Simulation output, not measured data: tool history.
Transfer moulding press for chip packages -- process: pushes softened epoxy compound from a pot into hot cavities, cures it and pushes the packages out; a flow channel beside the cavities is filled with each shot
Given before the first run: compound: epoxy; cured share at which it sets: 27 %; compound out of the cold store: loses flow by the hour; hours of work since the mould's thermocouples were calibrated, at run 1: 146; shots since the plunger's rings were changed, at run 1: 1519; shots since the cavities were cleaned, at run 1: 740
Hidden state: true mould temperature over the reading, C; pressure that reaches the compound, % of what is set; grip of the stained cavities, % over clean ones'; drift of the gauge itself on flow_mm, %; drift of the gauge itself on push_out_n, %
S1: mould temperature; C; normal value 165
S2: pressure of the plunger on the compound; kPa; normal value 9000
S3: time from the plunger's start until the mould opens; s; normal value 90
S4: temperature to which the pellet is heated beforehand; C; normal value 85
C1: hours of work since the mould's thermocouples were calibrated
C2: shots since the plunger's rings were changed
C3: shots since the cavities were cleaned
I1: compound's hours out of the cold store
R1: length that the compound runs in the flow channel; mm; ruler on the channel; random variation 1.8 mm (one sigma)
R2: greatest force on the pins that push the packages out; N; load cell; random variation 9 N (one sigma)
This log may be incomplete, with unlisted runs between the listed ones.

run   hour   S1    S2   S3  S4   C1    C2   C3    I1   R1    R2
  1      0  165  9000   90  85  146  1519  740  40.2  496   741
  2   13.1  165  9000   90  85  153  1653  874  24.9  544   767
      21.7  -- cavities cleaned with cleaning compound and waxed
  3     26  165  9000  112  85  159  1770   45  19.1  566   411
  4   34.3  165  9000  112  85  164  1854  129  21.2  557   472
  5     45  165  9000   90  94  170  1963  238   9.4  598   592
  6   57.2  165  9000   90  85  176  2087  362  32.8  515   633
  7   65.3  165  9000   90  78  181  2171  446  22.6  550   667
  8   81.6  165  9000   90  85  190  2337  612  11.2  592   714
  9   97.5  165  9000   90  85  199  2499  774  43.8  477   715
 10    110  161  9000   90  85  206  2627  902  36.3  506   884
     115.6  -- cavities cleaned with cleaning compound and waxed
 11    122  161  9000   90  85  211  2734   65  25.7  539   541
 12  129.7  165  9000   90  85  216  2813  144    48  464   542
 13  137.3  165  9000   90  85  220  2890  221  21.2  549   595
 14  146.6  165  8810   90  85  225  2985  316   9.4  587   653
 15    154  165  8810  119  91  229  3060  391  29.4  514   574
 16  170.6  159  8310   78  90  238  3230  561    14  561  1362
 17  178.2  159  8310   78  90  243  3308  639  12.6  568  1390
 18  186.2  159  8310   78  90  247  3390  721  31.7  497  1273
     189.7  -- mould's thermocouples calibrated
 19  201.7  159  8310   78  90    7  3527  858  15.1  553  1399
     211.9  -- cavities cleaned with cleaning compound and waxed
 20  215.9  165  8350   79  93   14  3657   41  31.9  491   508
 21  230.1  165  9610  123  78   22  3802  186    44  487   505
 22  241.4  165  8070   90  76   28  3917  301  10.7  555   644

For run 23, what comes out?
 23  254.1  171  9000  85  82  35  4047  431  45.5   ?   ?

{"run 23": {"R1": 458, "R2": 618}}
With the hidden condition absent and the run-to-run variation left alone, this run would have shown R1 476 mm, R2 377 N.
